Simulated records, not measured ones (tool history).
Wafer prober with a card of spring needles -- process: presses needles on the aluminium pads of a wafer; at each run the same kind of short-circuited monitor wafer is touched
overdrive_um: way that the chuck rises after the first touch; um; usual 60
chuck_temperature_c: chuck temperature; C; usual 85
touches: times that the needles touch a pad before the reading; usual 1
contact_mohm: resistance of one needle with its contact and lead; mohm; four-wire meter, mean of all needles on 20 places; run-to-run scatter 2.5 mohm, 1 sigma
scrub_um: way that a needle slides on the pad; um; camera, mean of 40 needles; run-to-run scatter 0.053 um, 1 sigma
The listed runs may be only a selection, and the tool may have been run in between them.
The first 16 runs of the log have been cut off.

run,hour,overdrive_um,chuck_temperature_c,touches,touches since the tips were cleaned,cleanings since the card got new needles,touches since the first contact's height was set,contact_mohm,scrub_um
# hour 232.2: tips cleaned on abrasive film
17,235.2,43,85,1,1381,75,30750,294,9.12
# hour 244.2: tips cleaned on abrasive film
18,254.6,43,85,1,4854,76,39758,294,9
# hour 256.6: tips cleaned on abrasive film
# hour 268.5: tips cleaned on abrasive film
19,268.5,60,123,2,0,78,46154,305,12.63
# hour 281: tips cleaned on abrasive film
20,284.4,60,123,2,1572,79,53510,298,12.68
# hour 293.5: tips cleaned on abrasive film
21,293.7,42,85,3,88,80,57818,298,8.78
# hour 305.9: tips cleaned on abrasive film
22,306.5,76,87,2,296,81,63760,281,16.04
# hour 317.7: tips cleaned on abrasive film
23,323,76,87,2,2482,82,71394,283,16.03
# hour 329.2: tips cleaned on abrasive film
24,339.2,45,35,2,4652,83,78907,275,9.55
# hour 341.8: tips cleaned on abrasive film
25,350.3,60,89,2,3983,84,84053,292,12.79
# hour 353.4: tips cleaned on abrasive film
26,361.5,60,89,2,3791,85,89223,285,12.74
# hour 365.1: tips cleaned on abrasive film
# hour 377.6: tips cleaned on abrasive film
27,380.3,60,25,2,1241,87,97904,270,12.71
28,388.8,60,25,2,5199,87,101862,267,12.75
# hour 390.8: tips cleaned on abrasive film
# hour 402.8: tips cleaned on abrasive film
29,408.3,57,38,2,2586,89,110882,276,12.08
# hour 414.5: tips cleaned on abrasive film
30,418.7,63,85,3,1982,90,115694,284,13.43
# hour 426.3: tips cleaned on abrasive film
31,430.6,63,30,1,2012,91,121179,269,13.33

Each row is a separate what-if for the run after 31, all from the same tool condition, not one after another. Results?
# hour 438.1: tips cleaned on abrasive film
# hour 449.8: tips cleaned on abrasive film
A,449.8,60,40,1,0,93,130065,?,?
# hour 438.1: tips cleaned on abrasive film
# hour 449.8: tips cleaned on abrasive film
B,449.8,48,85,1,0,93,130065,?,?
# hour 438.1: tips cleaned on abrasive film
# hour 449.8: tips cleaned on abrasive film
C,449.8,55,35,1,0,93,130065,?,?
# hour 438.1: tips cleaned on abrasive film
# hour 449.8: tips cleaned on abrasive film
D,449.8,61,30,1,0,93,130065,?,?

run,contact_mohm,scrub_um
A,271,12.75
B,290,10.19
C,274,11.66
D,273,12.89
With the hidden condition removed and each run's random variation left untouched, the same runs would have given:
run,contact_mohm,scrub_um
A,271,12.42
B,290,9.92
C,274,11.36
D,273,12.55

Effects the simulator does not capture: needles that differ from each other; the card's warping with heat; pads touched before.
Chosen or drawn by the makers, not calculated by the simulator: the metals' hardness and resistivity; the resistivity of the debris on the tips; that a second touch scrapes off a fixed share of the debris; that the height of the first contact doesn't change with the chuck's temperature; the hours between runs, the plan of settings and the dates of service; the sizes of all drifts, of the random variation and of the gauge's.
